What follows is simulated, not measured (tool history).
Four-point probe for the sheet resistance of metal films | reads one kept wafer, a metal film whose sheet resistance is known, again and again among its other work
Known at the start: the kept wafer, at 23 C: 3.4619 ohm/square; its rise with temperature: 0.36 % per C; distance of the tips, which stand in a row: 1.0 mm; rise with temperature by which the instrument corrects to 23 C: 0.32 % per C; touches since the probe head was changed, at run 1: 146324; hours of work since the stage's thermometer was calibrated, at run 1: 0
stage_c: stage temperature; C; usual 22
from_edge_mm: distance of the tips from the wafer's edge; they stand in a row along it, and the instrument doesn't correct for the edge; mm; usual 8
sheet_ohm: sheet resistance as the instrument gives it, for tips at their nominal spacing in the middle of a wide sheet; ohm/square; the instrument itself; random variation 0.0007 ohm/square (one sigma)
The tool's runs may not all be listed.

| run | hour | stage_c | from_edge_mm | touches since the probe head was changed | hours of work since the stage's thermometer was calibrated | sheet_ohm |
|---|---|---|---|---|---|---|
| 1 | 0 | 22 | 8 | 146324 | 0 | 3.46978 |
| 2 | 76.3 | 22 | 8 | 149920 | 57 | 3.470173 |
| 3 | 193.8 | 22 | 72 | 155463 | 145 | 3.440512 |
| 4 | 272.5 | 22 | 72 | 159173 | 204 | 3.439423 |
| 5 | 348.2 | 22 | 72 | 162740 | 261 | 3.438466 |
| 6 | 429.5 | 22 | 4 | 166574 | 321 | 3.551481 |
| 7 | 526.5 | 22 | 5 | 171149 | 394 | 3.511248 |
| 8 | 586.5 | 22 | 5 | 173976 | 439 | 3.510346 |
| 9 | 668.4 | 26 | 20 | 177838 | 500 | 3.447057 |
| 10 | 776.4 | 26 | 20 | 182930 | 581 | 3.446557 |
| 11 | 860.1 | 31 | 20 | 186878 | 644 | 3.454642 |
| 12 | 914.4 | 34 | 55 | 189438 | 684 | 3.455327 |
| 13 | 978.1 | 34 | 55 | 192439 | 732 | 3.453491 |
| 14 | 1095 | 32 | 36 | 197952 | 820 | 3.451768 |
| 15 | 1189 | 28 | 73 | 202386 | 890 | 3.442488 |
| 16 | 1308.7 | 30 | 5 | 208026 | 979 | 3.517404 |

4 ways to go on from here, each from the tool as it stands after run 16. What would each give?
|  | 1336.4 | new probe head fitted |
| A | 1431.4 | 30 | 4 | 4479 | 1071 | ? |
|  | 1336.4 | new probe head fitted |
| B | 1431.4 | 33 | 15 | 4479 | 1071 | ? |
|  | 1336.4 | new probe head fitted |
| C | 1431.4 | 35 | 21 | 4479 | 1071 | ? |
|  | 1336.4 | new probe head fitted |
| D | 1431.4 | 30 | 58 | 4479 | 1071 | ? |

| run | sheet_ohm |
|---|---|
| A | 3.569285 |
| B | 3.470633 |
| C | 3.468198 |
| D | 3.456341 |
Without the tool's hidden state the same runs would have given:
| run | sheet_ohm |
|---|---|
| A | 3.58618 |
| B | 3.48706 |
| C | 3.484593 |
| D | 3.472736 |
